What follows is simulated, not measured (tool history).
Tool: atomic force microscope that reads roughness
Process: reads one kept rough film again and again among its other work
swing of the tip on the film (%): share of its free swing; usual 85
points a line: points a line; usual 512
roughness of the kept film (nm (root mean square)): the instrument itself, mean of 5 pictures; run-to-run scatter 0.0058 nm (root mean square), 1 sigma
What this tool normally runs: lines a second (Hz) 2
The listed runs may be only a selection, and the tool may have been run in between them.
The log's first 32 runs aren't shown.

| run | hour | lines a second (Hz) | swing of the tip on the film (%) | points a line | roughness of the kept film (nm (root mean square)) |
|---|---|---|---|---|---|
| 33 | 1158 | 2.51 | 59 | 477 | 1.066 |
|  | 1162.2 | new tip fitted |
| 34 | 1186.3 | 2.51 | 76 | 520 | 1.046 |
|  | 1198 | new tip fitted |
|  | 1236.4 | new tip fitted |
| 35 | 1240 | 2.51 | 76 | 520 | 1.101 |
|  | 1273.1 | new tip fitted |
|  | 1276.5 | height scale calibrated on a step standard, once more |
| 36 | 1293.4 | 2.51 | 62 | 271 | 1.056 |
|  | 1309.7 | new tip fitted |
|  | 1346.7 | new tip fitted |
| 37 | 1350.9 | 2.51 | 62 | 779 | 1.12 |
|  | 1383.3 | new tip fitted |
| 38 | 1404.8 | 2.51 | 62 | 779 | 1.051 |
|  | 1422.8 | new tip fitted |
| 39 | 1455.2 | 2 | 65 | 555 | 1.04 |
|  | 1459.7 | new tip fitted |
| 40 | 1481.2 | 1.39 | 69 | 264 | 1.06 |
|  | 1494.6 | new tip fitted |
|  | 1531.2 | new tip fitted |
| 41 | 1537.5 | 0.95 | 70 | 264 | 1.118 |
|  | 1567.6 | new tip fitted |
| 42 | 1593.9 | 1.21 | 73 | 591 | 1.053 |
|  | 1602.8 | new tip fitted |
| 43 | 1626.6 | 1.21 | 73 | 591 | 1.077 |
|  | 1639.5 | new tip fitted |
| 44 | 1654.4 | 1.24 | 85 | 289 | 1.032 |
|  | 1678.3 | new tip fitted |
| 45 | 1679.1 | 0.85 | 56 | 778 | 1.162 |

What will run 46 give?
|  | 1716 | new tip fitted |
| 46 | 1716 | 0.85 | 56 | 778 | ? |

Logged for run 46: roughness of the kept film (nm (root mean square)) 1.173.
Had the tool carried no hidden state, the very same run would have given roughness of the kept film (nm (root mean square)) 1.175.

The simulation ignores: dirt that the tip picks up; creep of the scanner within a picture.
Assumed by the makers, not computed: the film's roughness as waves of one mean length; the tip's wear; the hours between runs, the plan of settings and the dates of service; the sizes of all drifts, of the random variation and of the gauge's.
